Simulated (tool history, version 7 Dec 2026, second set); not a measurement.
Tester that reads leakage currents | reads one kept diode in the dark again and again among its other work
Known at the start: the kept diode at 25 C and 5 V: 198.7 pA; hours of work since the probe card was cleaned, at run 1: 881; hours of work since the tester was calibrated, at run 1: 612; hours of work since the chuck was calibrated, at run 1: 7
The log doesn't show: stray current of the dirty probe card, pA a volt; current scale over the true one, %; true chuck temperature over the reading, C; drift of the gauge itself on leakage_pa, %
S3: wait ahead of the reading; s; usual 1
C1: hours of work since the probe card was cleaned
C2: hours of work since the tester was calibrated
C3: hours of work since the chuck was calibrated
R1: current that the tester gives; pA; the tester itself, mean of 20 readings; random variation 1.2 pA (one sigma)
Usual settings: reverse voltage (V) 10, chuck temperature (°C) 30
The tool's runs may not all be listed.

Run 1, day 0: usual settings; C1 881; C2 612; C3 7. Result: R1 411.65 pA.
Run 2, day 1.817: usual settings; C1 912; C2 644; C3 38. Result: R1 412.17 pA.
Run 3, day 2.85: usual settings; C1 930; C2 662; C3 56. Result: R1 414.91 pA.
Run 4, day 5.067: usual settings; C1 969; C2 700; C3 95. Result: R1 416.29 pA.
Run 5, day 6.621: usual settings; C1 996; C2 728; C3 122. Result: R1 416.37 pA.
Run 6, day 7.958: usual settings; C1 1019; C2 751; C3 145. Result: R1 419.31 pA.
Run 7, day 9.767: usual settings but S3 0.45 s; C1 1051; C2 782; C3 176. Result: R1 420.88 pA.
At day 10.675: probe card cleaned and baked.
Run 8, day 11.033: usual settings but reverse voltage (V) 2.3; C1 6; C2 802; C3 196. Result: R1 241.76 pA.
Run 9, day 12.425: usual settings but reverse voltage (V) 2.3; C1 30; C2 826; C3 221. Result: R1 242.89 pA.
Run 10, day 13.442: usual settings; C1 48; C2 844; C3 238. Result: R1 416.8 pA.
Run 11, day 14.754: usual settings; C1 71; C2 867; C3 261. Result: R1 415.78 pA.
Run 12, day 15.862: usual settings; C1 90; C2 886; C3 280. Result: R1 417.5 pA.
Run 13, day 17.312: usual settings; C1 115; C2 911; C3 305. Result: R1 418.67 pA.
Run 14, day 19.283: usual settings; C1 150; C2 946; C3 340. Result: R1 419.81 pA.
Run 15, day 20.804: usual settings; C1 176; C2 972; C3 366. Result: R1 420.31 pA.
Run 16, day 22.283: usual settings; C1 202; C2 998; C3 392. Result: R1 422.51 pA.
Run 17, day 24.692: usual settings; C1 244; C2 1040; C3 434. Result: R1 425.47 pA.
Run 18, day 26.629: usual settings; C1 277; C2 1073; C3 468. Result: R1 426.14 pA.
Run 19, day 28.729: usual settings; C1 314; C2 1110; C3 504. Result: R1 428.23 pA.
Run 20, day 30.275: usual settings; C1 341; C2 1137; C3 531. Result: R1 430.56 pA.
Run 21, day 32.038: usual settings but chuck temperature (°C) 37; C1 372; C2 1167; C3 562. Result: R1 818.22 pA.
Run 22, day 33.942: usual settings but reverse voltage (V) 1.7; C1 405; C2 1200; C3 595. Result: R1 227.42 pA.
Run 23, day 36.45: usual settings but reverse voltage (V) 5.1, chuck temperature (°C) 38, S3 2.67 s; C1 448; C2 1244; C3 638. Result: R1 705.75 pA.
Run 24, day 37.471: usual settings but chuck temperature (°C) 42, S3 0.48 s; C1 466; C2 1262; C3 656. Result: R1 1276.75 pA.
Run 25, day 39.317: usual settings but chuck temperature (°C) 42, S3 0.48 s; C1 498; C2 1294; C3 688. Result: R1 1281.39 pA.
At day 41.058: chuck's temperature calibrated.
Run 26, day 41.296: usual settings but reverse voltage (V) 1.8, chuck temperature (°C) 24, S3 8.71 s; C1 531; C2 1327; C3 4. Result: R1 135.69 pA.
Run 27, day 42.354: usual settings but reverse voltage (V) 1.8, chuck temperature (°C) 24, S3 8.71 s; C1 549; C2 1345; C3 23. Result: R1 135.91 pA.
Run 28, day 44.754: usual settings but reverse voltage (V) 1.8, chuck temperature (°C) 24, S3 8.71 s; C1 591; C2 1387; C3 64. Result: R1 137.14 pA.
Run 29, day 46.371: usual settings but chuck temperature (°C) 43; C1 619; C2 1415; C3 92. Result: R1 1436.48 pA.
At day 47.429: chuck's temperature calibrated, once more.
Run 30, day 48.725: usual settings but chuck temperature (°C) 25, S3 0.79 s; C1 659; C2 1455; C3 23. Result: R1 255.58 pA.

Forecast run 31:
Run 31, day 51.096: usual settings but reverse voltage (V) 3.1, S3 2.66 s; C1 700; C2 1496; C3 64. Result: R1 ?.

R1: 267.06 pA
Without the tool's hidden state the same run would have given R1 270.32 pA.

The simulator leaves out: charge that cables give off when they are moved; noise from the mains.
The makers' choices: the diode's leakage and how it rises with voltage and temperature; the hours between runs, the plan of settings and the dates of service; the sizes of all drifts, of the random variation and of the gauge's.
